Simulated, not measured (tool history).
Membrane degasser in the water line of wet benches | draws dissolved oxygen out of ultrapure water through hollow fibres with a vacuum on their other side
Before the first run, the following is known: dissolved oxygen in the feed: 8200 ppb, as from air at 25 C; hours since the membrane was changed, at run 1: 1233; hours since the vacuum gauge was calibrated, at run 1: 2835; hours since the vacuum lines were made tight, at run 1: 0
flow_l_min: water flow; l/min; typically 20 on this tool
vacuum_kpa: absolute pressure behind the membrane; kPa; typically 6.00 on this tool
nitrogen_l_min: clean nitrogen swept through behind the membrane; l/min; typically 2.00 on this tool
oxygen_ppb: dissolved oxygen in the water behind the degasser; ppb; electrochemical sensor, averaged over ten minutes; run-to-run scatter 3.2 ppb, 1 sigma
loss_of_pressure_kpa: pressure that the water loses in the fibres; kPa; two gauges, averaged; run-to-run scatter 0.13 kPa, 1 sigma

run,hour,flow_l_min,vacuum_kpa,nitrogen_l_min,hours since the membrane was changed,hours since the vacuum gauge was calibrated,hours since the vacuum lines were made tight,oxygen_ppb,loss_of_pressure_kpa
1,0.0,20,6.00,2.00,1233,2835,0,325.1,35.60
2,80.9,20,9.81,2.00,1314,2916,81,402.8,35.76
3,162.2,20,7.68,2.00,1395,2998,162,361.6,35.77
4,284.3,20,7.68,2.00,1518,3120,284,354.3,35.74
5,356.2,20,7.68,2.00,1589,3192,356,359.0,35.83
6,484.6,18,6.00,2.00,1718,3320,485,283.0,32.39
7,610.3,18,6.00,2.00,1844,3446,610,286.3,32.26
8,743.2,20,6.00,2.00,1977,3579,743,322.1,35.74
9,818.2,20,5.13,2.00,2052,3654,818,308.6,35.95
# hour 903.8: vacuum gauge calibrated
10,949.0,20,6.00,2.00,2182,45,948,316.5,35.95
11,1036.7,20,6.00,2.00,2270,133,1036,323.2,35.97
12,1118.0,20,6.00,4.81,2351,214,1118,282.7,36.04
13,1246.5,28,6.00,0.81,2479,343,1246,552.9,49.91
14,1301.8,19,6.00,2.75,2535,398,1301,287.5,34.16
15,1424.8,23,5.01,0.80,2658,521,1424,410.6,41.12
16,1484.1,23,5.01,0.80,2717,580,1484,408.9,41.31
17,1546.4,16,7.45,2.00,2779,643,1546,277.7,28.83
18,1663.4,16,7.45,2.00,2896,760,1663,279.8,28.74
19,1763.2,16,13.36,3.03,2996,859,1763,328.9,28.84
20,1839.5,16,10.62,3.32,3072,936,1839,283.5,28.66
21,1915.7,28,6.00,1.97,3148,1012,1915,457.1,50.49
22,2040.0,26,5.99,1.70,3273,1136,2039,439.2,46.58
23,2160.7,21,6.04,3.74,3393,1257,2160,313.4,37.70

Hidden condition of the tool, last listed run before each entry between runs versus first listed run after:
Runs 9 to 10: vacuum gauge calibrated (hour 903.8)
  membrane still open, %: 99.5 -> 99.4; true pressure behind the membrane over the reading, kPa: 0.03 -> -0.03; air that leaks in behind the membrane, l/min: 0.0055 -> 0.0058
  measured result minus the result with no hidden state, oxygen_ppb: +5.8 -> +4.7 ppb; loss_of_pressure_kpa: +0.19 -> +0.20 kPa
